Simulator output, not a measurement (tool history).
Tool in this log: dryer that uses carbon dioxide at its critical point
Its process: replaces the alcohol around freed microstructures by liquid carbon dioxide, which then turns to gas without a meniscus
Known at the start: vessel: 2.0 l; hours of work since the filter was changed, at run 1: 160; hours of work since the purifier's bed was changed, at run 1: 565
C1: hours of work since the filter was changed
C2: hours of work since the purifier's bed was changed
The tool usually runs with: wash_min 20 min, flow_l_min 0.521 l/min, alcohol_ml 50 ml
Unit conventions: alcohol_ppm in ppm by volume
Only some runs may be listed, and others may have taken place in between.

Run 1, hour 0: usual settings; C1 160; C2 565. Result: alcohol_ppm 724 ppm by volume.
Run 2, hour 11: usual settings; C1 167; C2 572. Result: alcohol_ppm 757 ppm by volume.
Run 3, hour 29.2: usual settings but alcohol_ml 27 ml; C1 179; C2 584. Result: alcohol_ppm 445 ppm by volume.
Run 4, hour 45.4: usual settings but wash_min 18 min, alcohol_ml 27 ml; C1 189; C2 594. Result: alcohol_ppm 608 ppm by volume.
Run 5, hour 68.4: usual settings but wash_min 18 min, alcohol_ml 27 ml; C1 204; C2 609. Result: alcohol_ppm 627 ppm by volume.
Run 6, hour 91: usual settings but alcohol_ml 27 ml; C1 219; C2 624. Result: alcohol_ppm 474 ppm by volume.
Run 7, hour 104.6: usual settings; C1 228; C2 633. Result: alcohol_ppm 797 ppm by volume.
Run 8, hour 127.3: usual settings; C1 243; C2 648. Result: alcohol_ppm 807 ppm by volume.
Run 9, hour 152.3: usual settings; C1 259; C2 664. Result: alcohol_ppm 830 ppm by volume.
Run 10, hour 167.2: usual settings; C1 268; C2 673. Result: alcohol_ppm 855 ppm by volume.
Run 11, hour 189.2: usual settings; C1 283; C2 688. Result: alcohol_ppm 867 ppm by volume.
Run 12, hour 201.9: usual settings; C1 291; C2 696. Result: alcohol_ppm 835 ppm by volume.
Run 13, hour 223.2: usual settings; C1 305; C2 710. Result: alcohol_ppm 883 ppm by volume.
Run 14, hour 248.1: usual settings but alcohol_ml 79 ml; C1 321; C2 726. Result: alcohol_ppm 1357 ppm by volume.
Run 15, hour 262.5: usual settings but alcohol_ml 79 ml; C1 330; C2 735. Result: alcohol_ppm 1320 ppm by volume.
Run 16, hour 283.5: usual settings but alcohol_ml 79 ml; C1 344; C2 749. Result: alcohol_ppm 1356 ppm by volume.
At hour 306.1: purifier's bed changed.
Run 17, hour 308.9: usual settings but alcohol_ml 79 ml; C1 358; C2 2. Result: alcohol_ppm 1326 ppm by volume.
Run 18, hour 326.3: usual settings but alcohol_ml 79 ml; C1 369; C2 13. Result: alcohol_ppm 1383 ppm by volume.
Run 19, hour 352.8: usual settings but wash_min 23 min, flow_l_min 0.653 l/min, alcohol_ml 56 ml; C1 387; C2 30. Result: alcohol_ppm 223 ppm by volume.
Run 20, hour 377.8: usual settings but wash_min 23 min, flow_l_min 0.33 l/min, alcohol_ml 63 ml; C1 403; C2 46. Result: alcohol_ppm 2908 ppm by volume.
Run 21, hour 404.7: usual settings but wash_min 29 min, alcohol_ml 22 ml; C1 420; C2 64. Result: alcohol_ppm 106 ppm by volume.
Run 22, hour 426.9: usual settings but wash_min 26 min, flow_l_min 0.427 l/min; C1 435; C2 78. Result: alcohol_ppm 772 ppm by volume.
Run 23, hour 444.8: usual settings but wash_min 14 min, flow_l_min 0.405 l/min, alcohol_ml 49 ml; C1 446; C2 90. Result: alcohol_ppm 4098 ppm by volume.
Run 24, hour 466.6: usual settings but wash_min 14 min, flow_l_min 0.405 l/min, alcohol_ml 49 ml; C1 460; C2 104. Result: alcohol_ppm 4257 ppm by volume.
Run 25, hour 484.9: usual settings but wash_min 15 min, flow_l_min 0.868 l/min, alcohol_ml 57 ml; C1 472; C2 116. Result: alcohol_ppm 472 ppm by volume.
Run 26, hour 508.9: usual settings but wash_min 15 min, flow_l_min 0.868 l/min, alcohol_ml 31 ml; C1 488; C2 131. Result: alcohol_ppm 256 ppm by volume.
Run 27, hour 524.1: usual settings but wash_min 15 min, flow_l_min 0.868 l/min, alcohol_ml 31 ml; C1 498; C2 141. Result: alcohol_ppm 264 ppm by volume.
Run 28, hour 542.5: usual settings but flow_l_min 0.338 l/min; C1 510; C2 153. Result: alcohol_ppm 3302 ppm by volume.
Run 29, hour 557.2: usual settings but flow_l_min 0.338 l/min; C1 519; C2 163. Result: alcohol_ppm 3199 ppm by volume.
Run 30, hour 578.5: usual settings but wash_min 21 min, flow_l_min 0.691 l/min, alcohol_ml 31 ml; C1 533; C2 176. Result: alcohol_ppm 193 ppm by volume.
Run 31, hour 596.9: usual settings but flow_l_min 0.703 l/min; C1 545; C2 188. Result: alcohol_ppm 331 ppm by volume.
Run 32, hour 623.8: usual settings but flow_l_min 0.703 l/min; C1 562; C2 206. Result: alcohol_ppm 349 ppm by volume.
Run 33, hour 635.9: usual settings but wash_min 19 min, flow_l_min 0.508 l/min; C1 570; C2 214. Result: alcohol_ppm 1410 ppm by volume.
At hour 648.8: inlet filter changed.
Run 34, hour 663.7: usual settings but wash_min 25 min, flow_l_min 0.843 l/min, alcohol_ml 115 ml; C1 10; C2 231. Result: alcohol_ppm 43 ppm by volume.
Run 35, hour 681.2: usual settings but wash_min 25 min, flow_l_min 0.843 l/min, alcohol_ml 115 ml; C1 21; C2 242. Result: alcohol_ppm 50 ppm by volume.
Run 36, hour 695.1: usual settings but wash_min 25 min, flow_l_min 0.503 l/min, alcohol_ml 80 ml; C1 30; C2 251. Result: alcohol_ppm 460 ppm by volume.

Across each entry between runs, compare the hidden state at the last listed run before it with the hidden state at the first listed run after it:
Logged between run 16 and run 17: purifier's bed changed (hour 306.1)
  flow that reaches the vessel past the clogged filter, %: 89.3 -> 88.9; alcohol in the recycled carbon dioxide, ppm: 96.6 -> 5.8
  measured value less the no-hidden-state value, alcohol_ppm: +514 -> +459 ppm by volume
Logged between run 33 and run 34: inlet filter changed (hour 648.8)
  flow that reaches the vessel past the clogged filter, %: 82.7 -> 99.3; alcohol in the recycled carbon dioxide, ppm: 31.4 -> 33.5
  measured value less the no-hidden-state value, alcohol_ppm: +656 -> +28 ppm by volume
